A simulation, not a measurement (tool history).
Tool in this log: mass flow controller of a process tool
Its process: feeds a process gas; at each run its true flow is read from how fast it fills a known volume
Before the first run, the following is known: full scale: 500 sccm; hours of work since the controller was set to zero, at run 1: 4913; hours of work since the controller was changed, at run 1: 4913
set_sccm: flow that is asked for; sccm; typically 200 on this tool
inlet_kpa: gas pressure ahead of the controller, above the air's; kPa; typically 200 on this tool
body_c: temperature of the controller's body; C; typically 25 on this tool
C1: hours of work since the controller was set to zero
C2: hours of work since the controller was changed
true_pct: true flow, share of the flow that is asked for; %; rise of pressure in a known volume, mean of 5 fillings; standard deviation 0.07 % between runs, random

run 1 hour=0 | set_sccm=200 inlet_kpa=200 body_c=25 | C1=4913 C2=4913 | true_pct=98.25
run 2 hour=86.2 | set_sccm=200 inlet_kpa=201 body_c=25 | C1=4974 C2=4974 | true_pct=98.26
run 3 hour=197 | set_sccm=200 inlet_kpa=201 body_c=25 | C1=5053 C2=5053 | true_pct=98.31
run 4 hour=272.8 | set_sccm=200 inlet_kpa=201 body_c=25 | C1=5107 C2=5107 | true_pct=98.17
run 5 hour=326.7 | set_sccm=200 inlet_kpa=201 body_c=25 | C1=5145 C2=5145 | true_pct=98.07
run 6 hour=383.2 | set_sccm=200 inlet_kpa=200 body_c=25 | C1=5185 C2=5185 | true_pct=98.19
-- hour=489.4 controller exchanged for a calibrated one
run 7 hour=501.9 | set_sccm=200 inlet_kpa=200 body_c=25 | C1=9 C2=9 | true_pct=98.12
run 8 hour=572.7 | set_sccm=52 inlet_kpa=200 body_c=25 | C1=59 C2=59 | true_pct=97.35
run 9 hour=682.9 | set_sccm=200 inlet_kpa=236 body_c=25 | C1=137 C2=137 | true_pct=97.85
run 10 hour=788.4 | set_sccm=200 inlet_kpa=236 body_c=25 | C1=212 C2=212 | true_pct=97.75
run 11 hour=906.9 | set_sccm=200 inlet_kpa=200 body_c=38 | C1=296 C2=296 | true_pct=97.43
run 12 hour=1012.2 | set_sccm=200 inlet_kpa=200 body_c=38 | C1=371 C2=371 | true_pct=97.35
run 13 hour=1085.2 | set_sccm=200 inlet_kpa=172 body_c=38 | C1=422 C2=422 | true_pct=97.63
run 14 hour=1149.6 | set_sccm=200 inlet_kpa=252 body_c=25 | C1=468 C2=468 | true_pct=97.59
run 15 hour=1268 | set_sccm=200 inlet_kpa=200 body_c=32 | C1=552 C2=552 | true_pct=97.68
run 16 hour=1358.8 | set_sccm=200 inlet_kpa=200 body_c=32 | C1=616 C2=616 | true_pct=97.63
run 17 hour=1445.9 | set_sccm=90 inlet_kpa=200 body_c=25 | C1=678 C2=678 | true_pct=97.34
run 18 hour=1529.3 | set_sccm=90 inlet_kpa=200 body_c=25 | C1=737 C2=737 | true_pct=97.32
run 19 hour=1595.8 | set_sccm=90 inlet_kpa=200 body_c=25 | C1=784 C2=784 | true_pct=97.35
run 20 hour=1685.7 | set_sccm=90 inlet_kpa=200 body_c=25 | C1=848 C2=848 | true_pct=97.28
run 21 hour=1808.4 | set_sccm=200 inlet_kpa=199 body_c=25 | C1=935 C2=935 | true_pct=97.9
run 22 hour=1907.3 | set_sccm=200 inlet_kpa=199 body_c=25 | C1=1005 C2=1005 | true_pct=97.93
run 23 hour=1987.4 | set_sccm=200 inlet_kpa=200 body_c=26 | C1=1062 C2=1062 | true_pct=97.83
run 24 hour=2071.6 | set_sccm=200 inlet_kpa=200 body_c=25 | C1=1122 C2=1122 | true_pct=97.76
run 25 hour=2132.2 | set_sccm=200 inlet_kpa=191 body_c=30 | C1=1165 C2=1165 | true_pct=97.43
run 26 hour=2218.4 | set_sccm=200 inlet_kpa=265 body_c=30 | C1=1226 C2=1226 | true_pct=97.1
run 27 hour=2313.1 | set_sccm=200 inlet_kpa=265 body_c=30 | C1=1293 C2=1293 | true_pct=97.07
run 28 hour=2392.5 | set_sccm=200 inlet_kpa=265 body_c=30 | C1=1349 C2=1349 | true_pct=96.99
run 29 hour=2510.2 | set_sccm=200 inlet_kpa=200 body_c=22 | C1=1433 C2=1433 | true_pct=97.87
run 30 hour=2617.5 | set_sccm=336 inlet_kpa=200 body_c=24 | C1=1509 C2=1509 | true_pct=98.55
run 31 hour=2693.1 | set_sccm=336 inlet_kpa=200 body_c=24 | C1=1562 C2=1562 | true_pct=98.55
run 32 hour=2746.7 | set_sccm=98 inlet_kpa=200 body_c=21 | C1=1600 C2=1600 | true_pct=97.37
run 33 hour=2843.7 | set_sccm=225 inlet_kpa=200 body_c=21 | C1=1669 C2=1669 | true_pct=97.96
run 34 hour=2965.3 | set_sccm=225 inlet_kpa=200 body_c=21 | C1=1755 C2=1755 | true_pct=97.88
run 35 hour=3050.7 | set_sccm=63 inlet_kpa=240 body_c=23 | C1=1816 C2=1816 | true_pct=96.69
run 36 hour=3166 | set_sccm=146 inlet_kpa=240 body_c=26 | C1=1898 C2=1898 | true_pct=96.93
run 37 hour=3217.5 | set_sccm=72 inlet_kpa=240 body_c=30 | C1=1934 C2=1934 | true_pct=96.25
run 38 hour=3318.1 | set_sccm=72 inlet_kpa=240 body_c=30 | C1=2006 C2=2006 | true_pct=96.23
run 39 hour=3420.5 | set_sccm=295 inlet_kpa=180 body_c=34 | C1=2078 C2=2078 | true_pct=97.74
-- hour=3429.2 gauge calibrated
run 40 hour=3511.9 | set_sccm=295 inlet_kpa=180 body_c=34 | C1=2143 C2=2143 | true_pct=98.55
run 41 hour=3612.5 | set_sccm=295 inlet_kpa=180 body_c=34 | C1=2214 C2=2214 | true_pct=98.34
run 42 hour=3680.8 | set_sccm=295 inlet_kpa=180 body_c=34 | C1=2263 C2=2263 | true_pct=98.32
run 43 hour=3791.9 | set_sccm=313 inlet_kpa=223 body_c=28 | C1=2342 C2=2342 | true_pct=98.44
run 44 hour=3889.5 | set_sccm=103 inlet_kpa=272 body_c=25 | C1=2411 C2=2411 | true_pct=97.12
run 45 hour=3996.3 | set_sccm=107 inlet_kpa=181 body_c=25 | C1=2486 C2=2486 | true_pct=97.63
run 46 hour=4105.5 | set_sccm=211 inlet_kpa=262 body_c=25 | C1=2564 C2=2564 | true_pct=97.67
run 47 hour=4219.7 | set_sccm=200 inlet_kpa=200 body_c=34 | C1=2645 C2=2645 | true_pct=97.63

What differs in the tool's unlogged condition from the final listed run ahead of each entry between runs to the first listed run following it?
After run 6, before run 7: controller exchanged for a calibrated one (hour 489.4)
  flow at rest that the sensor doesn't see, % of full scale: 0.008 -> 0.001; true flow over the shown one, %: -0.08 -> 0; drift of the gauge itself on true_pct, %: -0.08 -> -0.1
  difference, measured minus the result without the unlogged condition, true_pct: -0.14 -> -0.1 %
After run 39, before run 40: gauge calibrated (hour 3429.2)
  drift of the gauge itself on true_pct, %: -0.7 -> -0.02
  difference, measured minus the result without the unlogged condition, true_pct: -0.73 -> -0.05 %
